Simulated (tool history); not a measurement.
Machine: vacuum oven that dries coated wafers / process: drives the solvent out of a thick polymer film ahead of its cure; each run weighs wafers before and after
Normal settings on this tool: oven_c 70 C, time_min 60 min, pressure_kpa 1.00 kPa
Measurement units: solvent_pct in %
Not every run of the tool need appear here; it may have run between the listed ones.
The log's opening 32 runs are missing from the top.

run 33 hour=337.6 | oven_c=61 time_min=56 pressure_kpa=1.00 | solvent_pct=6.06
run 34 hour=347.6 | oven_c=59 time_min=44 pressure_kpa=2.62 | solvent_pct=9.80
-- hour=351.4 oven's thermocouples calibrated, once more
run 35 hour=363.7 | oven_c=59 time_min=44 pressure_kpa=2.62 | solvent_pct=9.52
run 36 hour=375.3 | oven_c=57 time_min=51 pressure_kpa=1.00 | solvent_pct=8.68
run 37 hour=382.2 | oven_c=57 time_min=51 pressure_kpa=1.00 | solvent_pct=8.61
run 38 hour=395.5 | oven_c=83 time_min=31 pressure_kpa=1.00 | solvent_pct=0.84
run 39 hour=401.7 | oven_c=68 time_min=66 pressure_kpa=2.53 | solvent_pct=2.94
run 40 hour=408.7 | oven_c=68 time_min=66 pressure_kpa=1.20 | solvent_pct=2.18
run 41 hour=423.7 | oven_c=68 time_min=60 pressure_kpa=1.96 | solvent_pct=2.95
run 42 hour=431.6 | oven_c=81 time_min=103 pressure_kpa=0.51 | solvent_pct=0.27
run 43 hour=438.8 | oven_c=67 time_min=30 pressure_kpa=2.39 | solvent_pct=7.42
run 44 hour=446.0 | oven_c=68 time_min=30 pressure_kpa=2.59 | solvent_pct=6.95
run 45 hour=457.6 | oven_c=66 time_min=63 pressure_kpa=1.00 | solvent_pct=2.86
run 46 hour=467.2 | oven_c=66 time_min=63 pressure_kpa=1.00 | solvent_pct=2.87
run 47 hour=476.0 | oven_c=70 time_min=60 pressure_kpa=2.76 | solvent_pct=2.81
run 48 hour=487.0 | oven_c=70 time_min=60 pressure_kpa=2.76 | solvent_pct=2.79

Branching from run 48: 3 alternative next runs. What would each branch give?
run A hour=493.4 | oven_c=70 time_min=35 pressure_kpa=2.76 | solvent_pct=?
run B hour=493.4 | oven_c=60 time_min=89 pressure_kpa=1.00 | solvent_pct=?
run C hour=493.4 | oven_c=58 time_min=60 pressure_kpa=1.00 | solvent_pct=?

run=A solvent_pct=5.12
run=B solvent_pct=3.71
run=C solvent_pct=7.06
With no hidden state in the tool, these same runs would have given:
run=A solvent_pct=4.72
run=B solvent_pct=3.27
run=C solvent_pct=6.55
